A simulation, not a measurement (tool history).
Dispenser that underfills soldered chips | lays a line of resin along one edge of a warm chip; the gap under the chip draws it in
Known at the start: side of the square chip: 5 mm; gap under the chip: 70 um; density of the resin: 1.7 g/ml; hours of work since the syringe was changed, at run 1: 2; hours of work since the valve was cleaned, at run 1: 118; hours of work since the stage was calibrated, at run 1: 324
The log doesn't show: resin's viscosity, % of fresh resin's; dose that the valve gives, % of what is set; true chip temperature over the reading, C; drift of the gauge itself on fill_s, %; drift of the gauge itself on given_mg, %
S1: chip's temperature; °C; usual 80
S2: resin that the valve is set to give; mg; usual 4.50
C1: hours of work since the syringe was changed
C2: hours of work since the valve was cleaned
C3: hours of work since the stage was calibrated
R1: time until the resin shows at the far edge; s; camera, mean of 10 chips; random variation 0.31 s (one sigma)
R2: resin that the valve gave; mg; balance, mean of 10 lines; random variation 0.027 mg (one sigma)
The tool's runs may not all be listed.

{"run": 1, "hour": 0.0, "S1": 80, "S2": 4.5, "C1": 2, "C2": 118, "C3": 324, "R1": 8.3, "R2": 4.33}
{"run": 2, "hour": 7.4, "S1": 80, "S2": 4.5, "C1": 7, "C2": 123, "C3": 330, "R1": 10.4, "R2": 4.31}
{"hour": 9.0, "done": "dispensing valve cleaned and set on the balance"}
{"hour": 14.3, "done": "new syringe of resin"}
{"run": 3, "hour": 15.4, "S1": 80, "S2": 4.5, "C1": 1, "C2": 4, "C3": 335, "R1": 7.6, "R2": 4.48}
{"run": 4, "hour": 26.2, "S1": 80, "S2": 4.5, "C1": 9, "C2": 12, "C3": 342, "R1": 10.9, "R2": 4.48}
{"hour": 29.1, "done": "new syringe of resin"}
{"run": 5, "hour": 37.3, "S1": 80, "S2": 4.16, "C1": 6, "C2": 20, "C3": 350, "R1": 10.0, "R2": 4.17}
{"hour": 44.0, "done": "new syringe of resin"}
{"run": 6, "hour": 44.0, "S1": 79, "S2": 4.5, "C1": 0, "C2": 24, "C3": 355, "R1": 8.1, "R2": 4.44}
{"run": 7, "hour": 51.0, "S1": 79, "S2": 4.5, "C1": 5, "C2": 29, "C3": 360, "R1": 9.2, "R2": 4.44}
{"hour": 58.9, "done": "new syringe of resin"}
{"run": 8, "hour": 63.9, "S1": 79, "S2": 5.19, "C1": 4, "C2": 38, "C3": 369, "R1": 9.3, "R2": 5.08}
{"hour": 74.0, "done": "new syringe of resin"}
{"run": 9, "hour": 77.0, "S1": 79, "S2": 4.12, "C1": 2, "C2": 48, "C3": 378, "R1": 8.9, "R2": 4.05}
{"run": 10, "hour": 83.9, "S1": 79, "S2": 4.12, "C1": 7, "C2": 53, "C3": 383, "R1": 11.1, "R2": 4.06}
{"hour": 89.4, "done": "new syringe of resin"}
{"run": 11, "hour": 93.9, "S1": 80, "S2": 4.5, "C1": 3, "C2": 60, "C3": 390, "R1": 9.3, "R2": 4.41}
{"hour": 104.7, "done": "new syringe of resin"}
{"run": 12, "hour": 106.1, "S1": 80, "S2": 4.5, "C1": 1, "C2": 68, "C3": 398, "R1": 8.9, "R2": 4.36}
{"run": 13, "hour": 116.9, "S1": 73, "S2": 5.72, "C1": 9, "C2": 76, "C3": 406, "R1": 13.3, "R2": 5.55}
{"hour": 120.5, "done": "new syringe of resin"}
{"run": 14, "hour": 127.3, "S1": 73, "S2": 5.72, "C1": 5, "C2": 83, "C3": 413, "R1": 12.3, "R2": 5.55}
{"run": 15, "hour": 133.2, "S1": 88, "S2": 5.76, "C1": 9, "C2": 87, "C3": 417, "R1": 8.4, "R2": 5.61}

The next listed run, before its measurement:
{"hour": 135.8, "done": "new syringe of resin"}
{"run": 16, "hour": 145.9, "S1": 79, "S2": 4.5, "C1": 7, "C2": 96, "C3": 426, "R1": "?", "R2": "?"}

Run 16 gave R1 10.5 s, R2 4.38 mg.
Without the tool's hidden state the same run would have given R1 7.1 s, R2 4.54 mg.

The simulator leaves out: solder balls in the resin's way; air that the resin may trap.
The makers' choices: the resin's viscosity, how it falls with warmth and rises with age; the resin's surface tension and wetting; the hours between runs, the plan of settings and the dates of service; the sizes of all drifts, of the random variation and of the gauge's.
